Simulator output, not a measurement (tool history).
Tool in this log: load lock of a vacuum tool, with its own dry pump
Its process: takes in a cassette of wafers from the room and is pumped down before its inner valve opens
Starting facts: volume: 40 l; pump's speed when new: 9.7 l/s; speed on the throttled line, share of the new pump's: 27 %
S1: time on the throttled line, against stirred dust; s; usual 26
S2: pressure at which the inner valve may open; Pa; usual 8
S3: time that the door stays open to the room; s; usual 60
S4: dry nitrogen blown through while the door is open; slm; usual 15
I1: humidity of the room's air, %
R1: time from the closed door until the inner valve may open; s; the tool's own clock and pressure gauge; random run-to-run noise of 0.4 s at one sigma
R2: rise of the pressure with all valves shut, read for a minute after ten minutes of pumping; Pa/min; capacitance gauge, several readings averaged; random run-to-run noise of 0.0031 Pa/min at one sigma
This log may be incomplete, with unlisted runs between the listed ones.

run,hour,S1,S2,S3,S4,I1,R1,R2
1,0,26,8,60,15,45.6,60.4,0.113
2,285.7,41,8,60,15,43.4,70.9,0.113
3,564,41,8,60,15,46.8,71,0.127
4,866.9,41,8,60,15,44,70.6,0.124
5,1132,26,8,60,15,43,60.6,0.128
6,1468.5,26,8,60,15,45,59.6,0.14
7,1749.9,26,9,60,15,41.4,59.9,0.141
8,2057,26,8,86,15,47.2,60.3,0.16
9,2201.7,26,8,60,15,47,61.1,0.147
10,2532.7,26,8,60,31,45.9,60.9,0.137
11,2872.4,26,8,60,31,45.4,61.2,0.143
12,3067.6,26,8,222,15,46.1,60.8,0.208
13,3400.9,28,8,31,21,47.9,62.9,0.15
14,3550.4,29,8,60,15,44.5,63.6,0.169
15,3743.6,29,8,60,15,43.6,63.5,0.166
16,3881.9,45,8,105,15,43,74,0.192
17,4065.2,45,16,104,8,44.4,71.9,0.204
18,4311,45,9,133,13,43.2,74.1,0.203
19,4597.5,48,9,30,13,47.4,76.1,0.174
20,4932.8,30,8,60,15,45.3,65.5,0.193
21,5187.6,30,11,60,26,44.8,63.2,0.186
22,5333,33,14,87,18,46.3,64.6,0.216

Alternative continuations, all from the tool just after run 22; predict every row:
A,5539.2,26,8,36,11,45.5,?,?
B,5539.2,33,14,114,18,42.8,?,?
C,5539.2,33,14,28,6,46.9,?,?
D,5539.2,22,14,87,9,45.5,?,?

run,R1,R2
A,62.4,0.195
B,64.4,0.213
C,64.3,0.189
D,56.5,0.224
Without the tool's hidden state the same runs would have given:
run,R1,R2
A,58.1,0.049
B,60.9,0.067
C,60.7,0.041
D,52.5,0.073
